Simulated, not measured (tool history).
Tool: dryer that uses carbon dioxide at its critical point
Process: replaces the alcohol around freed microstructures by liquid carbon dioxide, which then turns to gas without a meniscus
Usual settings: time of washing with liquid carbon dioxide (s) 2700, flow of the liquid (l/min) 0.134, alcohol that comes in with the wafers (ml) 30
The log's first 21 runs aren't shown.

run    hour  time of washing with liquid carbon dioxide (s)  flow of the liquid (l/min)  alcohol that comes in with the wafers (ml)  hours of work since the filter was changed  hours of work since the purifier's bed was changed  alcohol left in the vessel before it's heated (ppm by volume)
 22   961.9                                            2700                       0.138                                          30                                         116                                                 919                                                            351
 23  1000.6                                            2700                       0.138                                          30                                         140                                                 942                                                            349
 24  1038.5                                            4200                       0.224                                          30                                         163                                                 965                                                            240
     1093.7  -- purifier's bed changed
 25  1099.1                                            2280                       0.223                                          61                                         198                                                   3                                                             51
 26  1141.5                                            2280                       0.207                                         106                                         224                                                  29                                                            142
     1152.5  -- inlet filter changed
 27  1191.7                                            2760                       0.134                                          30                                          24                                                  59                                                            116
 28  1243.8                                            2760                       0.134                                          30                                          55                                                  90                                                            130
 29  1308.6                                            3300                       0.101                                          30                                          95                                                 130                                                            254
 30    1341                                            3300                       0.101                                          30                                         114                                                 149                                                            268
 31    1371                                            2580                       0.124                                          42                                         133                                                 168                                                            429
 32  1414.6                                            2400                       0.086                                          77                                         159                                                 194                                                           4052
 33  1480.9                                            2400                       0.086                                          77                                         199                                                 234                                                           4141
     1532.3  -- inlet filter changed
 34  1538.5                                            1740                       0.086                                          48                                           4                                                 269                                                           4792
 35  1571.9                                            3720                       0.086                                          51                                          24                                                 289                                                            445
 36  1635.9                                            2700                       0.134                                          41                                          63                                                 328                                                            247
 37  1689.9                                            2700                       0.134                                          51                                          96                                                 360                                                            311
 38  1720.6                                            2220                       0.134                                          26                                         114                                                 379                                                            408
 39  1758.5                                            3060                       0.227                                          30                                         137                                                 402                                                             97
 40  1815.9                                            3060                       0.227                                          30                                         172                                                 437                                                            118
 41  1881.4                                            1740                       0.134                                          33                                         212                                                 477                                                           1365
     1909.6  -- inlet filter changed
 42  1925.8                                            1740                       0.134                                          33                                          10                                                 503                                                           1026
 43  1966.6                                            2700                       0.104                                         106                                          35                                                 528                                                           1632
 44  2032.9                                            2700                       0.104                                         106                                          75                                                 568                                                           1684
 45  2067.9                                            2280                       0.091                                         106                                          96                                                 589                                                           5195

5 ways to go on from here, each from the tool as it stands after run 45. What would each give?
  A  2097.6                                            2520                       0.091                                         106                                         114                                                 607                                                              ?
  B  2097.6                                            2700                       0.153                                          30                                         114                                                 607                                                              ?
  C  2097.6                                            3480                       0.117                                          30                                         114                                                 607                                                              ?
  D  2097.6                                            1740                       0.166                                          35                                         114                                                 607                                                              ?
  E  2097.6                                            2100                       0.119                                          31                                         114                                                 607                                                              ?

run  alcohol left in the vessel before it's heated (ppm by volume)
  A                                                           3721
  B                                                            213
  C                                                            219
  D                                                            626
  E                                                            911
Without the tool's hidden state the same runs would have given:
run  alcohol left in the vessel before it's heated (ppm by volume)
  A                                                           2991
  B                                                             49
  C                                                             53
  D                                                            384
  E                                                            630

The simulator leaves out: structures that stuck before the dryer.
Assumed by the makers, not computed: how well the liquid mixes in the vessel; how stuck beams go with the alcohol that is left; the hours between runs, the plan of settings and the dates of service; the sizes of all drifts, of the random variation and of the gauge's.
